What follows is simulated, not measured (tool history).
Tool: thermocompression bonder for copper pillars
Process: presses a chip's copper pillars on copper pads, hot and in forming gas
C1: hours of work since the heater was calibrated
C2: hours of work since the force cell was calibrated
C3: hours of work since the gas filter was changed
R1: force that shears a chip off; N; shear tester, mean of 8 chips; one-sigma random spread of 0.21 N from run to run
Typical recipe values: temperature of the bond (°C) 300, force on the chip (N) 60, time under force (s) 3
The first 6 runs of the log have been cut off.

Run 7, hour 190.5: usual settings; C1 974; C2 1381; C3 101. Result: R1 40.7 N.
At hour 216.2: force cell calibrated.
Run 8, hour 234.6: usual settings; C1 996; C2 10; C3 123. Result: R1 40.4 N.
Run 9, hour 255.4: usual settings; C1 1007; C2 21; C3 134. Result: R1 40.7 N.
At hour 262.1: forming gas filter changed.
Run 10, hour 296.1: usual settings; C1 1028; C2 42; C3 18. Result: R1 40.7 N.
Run 11, hour 334.7: usual settings; C1 1048; C2 62; C3 38. Result: R1 40.8 N.
Run 12, hour 379.9: usual settings; C1 1072; C2 86; C3 62. Result: R1 40.2 N.
Run 13, hour 424.2: usual settings; C1 1095; C2 109; C3 85. Result: R1 40.6 N.
Run 14, hour 458.9: usual settings; C1 1113; C2 127; C3 103. Result: R1 40.7 N.
Run 15, hour 498.1: usual settings; C1 1134; C2 147; C3 124. Result: R1 40.7 N.
At hour 521.8: forming gas filter changed.
Run 16, hour 536.5: usual settings; C1 1154; C2 167; C3 8. Result: R1 40.8 N.
Run 17, hour 573.2: usual settings but temperature of the bond (°C) 315; C1 1173; C2 187; C3 27. Result: R1 46.2 N.
Run 18, hour 611.5: usual settings but temperature of the bond (°C) 315; C1 1193; C2 207; C3 47. Result: R1 46.3 N.
Run 19, hour 639.5: usual settings but temperature of the bond (°C) 315; C1 1208; C2 221; C3 62. Result: R1 46.4 N.
Run 20, hour 680.6: usual settings but force on the chip (N) 79; C1 1229; C2 243; C3 83. Result: R1 50.4 N.
Run 21, hour 728.9: usual settings but temperature of the bond (°C) 329, time under force (s) 7; C1 1254; C2 268; C3 108. Result: R1 67.1 N.
Run 22, hour 777.7: usual settings but temperature of the bond (°C) 329, time under force (s) 7; C1 1280; C2 294; C3 134. Result: R1 67.0 N.
At hour 780.9: forming gas filter changed.
Run 23, hour 798.2: usual settings but temperature of the bond (°C) 329, time under force (s) 7; C1 1290; C2 304; C3 9. Result: R1 67.4 N.
Run 24, hour 833.0: usual settings but temperature of the bond (°C) 304, force on the chip (N) 88; C1 1309; C2 322; C3 27. Result: R1 56.2 N.
Run 25, hour 870.0: usual settings but temperature of the bond (°C) 304, force on the chip (N) 88; C1 1328; C2 342; C3 47. Result: R1 56.2 N.
Run 26, hour 910.8: usual settings but temperature of the bond (°C) 304, force on the chip (N) 88; C1 1349; C2 363; C3 68. Result: R1 56.5 N.

The next listed run, before its measurement:
Run 27, hour 947.6: usual settings but temperature of the bond (°C) 304, force on the chip (N) 43; C1 1369; C2 382; C3 87. Result: R1 ?.

Run 27 yielded R1 31.9 N.
The same run, on a tool lacking any hidden state, would have yielded R1 31.9 N.

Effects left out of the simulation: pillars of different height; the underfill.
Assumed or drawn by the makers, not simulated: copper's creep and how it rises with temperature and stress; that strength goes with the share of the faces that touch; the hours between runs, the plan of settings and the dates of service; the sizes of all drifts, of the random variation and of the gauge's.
